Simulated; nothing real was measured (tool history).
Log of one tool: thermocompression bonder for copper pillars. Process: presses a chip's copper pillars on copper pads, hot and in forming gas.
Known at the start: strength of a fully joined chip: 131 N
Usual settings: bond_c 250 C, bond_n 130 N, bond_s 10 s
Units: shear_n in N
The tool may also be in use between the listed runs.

Run 1, day 0.000: usual settings. Result: shear_n 55.1 N.
Run 2, day 2.162: usual settings. Result: shear_n 54.0 N.
Run 3, day 3.958: usual settings. Result: shear_n 52.2 N.
Run 4, day 6.575: usual settings. Result: shear_n 53.0 N.
Run 5, day 8.692: usual settings. Result: shear_n 52.1 N.
Run 6, day 11.371: usual settings. Result: shear_n 52.3 N.
Run 7, day 14.921: usual settings but bond_n 144 N. Result: shear_n 52.1 N.
At day 16.017: forming gas filter changed.
Run 8, day 18.412: usual settings. Result: shear_n 51.4 N.
Run 9, day 20.717: usual settings. Result: shear_n 51.0 N.
Run 10, day 24.496: usual settings but bond_s 14 s. Result: shear_n 55.4 N.
Run 11, day 27.821: usual settings but bond_s 14 s. Result: shear_n 56.2 N.
Run 12, day 30.133: usual settings but bond_s 14 s. Result: shear_n 53.9 N.
At day 33.871: forming gas filter changed.
Run 13, day 34.288: usual settings but bond_c 269 C. Result: shear_n 60.9 N.
At day 34.650: heater calibrated with a thermocouple chip.
Run 14, day 36.567: usual settings but bond_c 269 C. Result: shear_n 69.0 N.
Run 15, day 39.592: usual settings but bond_n 160 N. Result: shear_n 63.2 N.
Run 16, day 43.471: usual settings. Result: shear_n 55.0 N.
Run 17, day 45.554: usual settings but bond_c 267 C. Result: shear_n 66.4 N.
Run 18, day 48.167: usual settings but bond_c 267 C. Result: shear_n 65.2 N.
Run 19, day 51.183: usual settings but bond_c 267 C. Result: shear_n 65.6 N.
At day 51.838: forming gas filter changed.
Run 20, day 53.400: usual settings but bond_c 231 C, bond_n 91 N. Result: shear_n 33.9 N.
Run 21, day 55.496: usual settings but bond_c 231 C, bond_n 91 N. Result: shear_n 34.0 N.
Run 22, day 58.412: usual settings but bond_c 266 C, bond_n 90 N, bond_s 18 s. Result: shear_n 65.8 N.
Run 23, day 61.104: usual settings but bond_c 225 C, bond_n 192 N, bond_s 18 s. Result: shear_n 58.3 N.
Run 24, day 63.842: usual settings but bond_c 263 C, bond_n 125 N, bond_s 8 s. Result: shear_n 54.9 N.
Run 25, day 65.933: usual settings but bond_c 274 C, bond_n 84 N. Result: shear_n 53.6 N.
Run 26, day 68.621: usual settings but bond_c 274 C, bond_n 152 N, bond_s 5 s. Result: shear_n 56.7 N.
At day 69.675: forming gas filter changed.
Run 27, day 70.675: usual settings but bond_c 243 C, bond_n 86 N, bond_s 6 s. Result: shear_n 29.0 N.
Run 28, day 72.533: usual settings but bond_c 266 C, bond_s 12 s. Result: shear_n 64.2 N.
Run 29, day 75.054: usual settings but bond_c 266 C, bond_s 12 s. Result: shear_n 63.9 N.
Run 30, day 77.512: usual settings but bond_c 229 C, bond_n 96 N, bond_s 12 s. Result: shear_n 33.6 N.
Run 31, day 79.296: usual settings but bond_c 270 C, bond_n 118 N, bond_s 5 s. Result: shear_n 45.0 N.
At day 81.508: force cell calibrated.
Run 32, day 82.033: usual settings but bond_c 270 C, bond_n 118 N, bond_s 5 s. Result: shear_n 45.6 N.
Run 33, day 84.338: usual settings but bond_c 257 C, bond_s 23 s. Result: shear_n 71.1 N.
Run 34, day 86.412: usual settings but bond_c 257 C, bond_n 149 N, bond_s 22 s. Result: shear_n 75.0 N.
At day 87.638: forming gas filter changed.
At day 88.562: heater calibrated with a thermocouple chip.
Run 35, day 89.842: usual settings but bond_c 257 C, bond_n 149 N, bond_s 22 s. Result: shear_n 84.4 N.
Run 36, day 92.296: usual settings but bond_c 263 C, bond_n 149 N, bond_s 6 s. Result: shear_n 59.6 N.
Run 37, day 96.346: usual settings but bond_c 260 C, bond_n 95 N, bond_s 11 s. Result: shear_n 55.0 N.
Run 38, day 99.483: usual settings but bond_c 260 C, bond_n 95 N, bond_s 11 s. Result: shear_n 54.5 N.

The same runs without the tool's hidden state, with the same run-to-run variation:
The hidden state here: true temperature of the bond over the reading, C; force that reaches the chip, % of what is set; oxide that the forming gas leaves, % of the face; drift of the gauge itself on shear_n, %.
run  shear_n
  1     59.4
  2     58.8
  3     57.4
  4     58.9
  5     58.5
  6     59.4
  7     60.1
  8     59.0
  9     59.1
 10     64.9
 11     66.7
 12     64.8
 13     71.6
 14     70.5
 15     65.5
 16     58.1
 17     70.4
 18     69.8
 19     71.0
 20     37.2
 21     37.8
 22     71.8
 23     65.3
 24     61.7
 25     60.8
 26     64.7
 27     34.0
 28     72.2
 29     72.7
 30     40.8
 31     53.2
 32     53.3
 33     81.9
 34     86.6
 35     85.1
 36     60.8
 37     57.1
 38     57.5
